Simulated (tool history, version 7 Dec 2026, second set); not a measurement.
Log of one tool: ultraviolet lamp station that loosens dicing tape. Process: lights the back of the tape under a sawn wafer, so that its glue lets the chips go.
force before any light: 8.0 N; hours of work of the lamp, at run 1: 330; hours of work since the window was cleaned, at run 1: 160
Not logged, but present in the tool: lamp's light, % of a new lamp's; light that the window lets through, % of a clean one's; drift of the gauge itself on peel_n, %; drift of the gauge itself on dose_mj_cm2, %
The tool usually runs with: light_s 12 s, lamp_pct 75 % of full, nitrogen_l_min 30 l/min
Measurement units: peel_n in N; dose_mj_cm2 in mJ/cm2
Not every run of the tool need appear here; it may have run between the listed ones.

run,day,light_s,lamp_pct,nitrogen_l_min,hours of work of the lamp,hours of work since the window was cleaned,peel_n,dose_mj_cm2
1,0,12,75,30,330,160,0.636,379
2,0.462,12,75,30,337,167,0.622,377
3,0.792,12,75,30,343,172,0.618,380
4,1.275,12,75,30,350,180,0.642,375
5,1.612,12,75,30,356,185,0.643,380
6,2.108,12,75,45,364,193,0.54,374
7,2.462,12,75,30,369,199,0.665,382
8,2.833,12,75,30,375,205,0.669,374
9,3.108,12,75,30,380,209,0.678,375
10,3.496,12,75,30,386,215,0.65,368
11,3.962,12,75,13,393,223,1.02,373
12,4.408,15,64,10,400,230,1.061,401
13,4.908,20,80,30,408,238,0.156,656
14,5.254,17,96,55,414,243,0.124,665
15,5.675,7,89,30,420,250,1.432,249
16,6.204,7,89,30,429,258,1.44,249
17,6.688,7,89,30,437,266,1.445,248
18,7.183,14,75,30,444,274,0.486,422
19,7.429,11,71,30,448,278,0.992,318

Below, some changes in peel_n between adjacent runs. For each, the amount present without the hidden state too (settings, incoming material, random variation) and the amount remaining for the hidden state with gauge scatter not shared by both compared results:
Run 14 -> 15: light_s 17 -> 7, lamp_pct 96 -> 89, nitrogen_l_min 55 -> 30. peel_n +1.308 N: hidden state +0.295, all else +1.013.
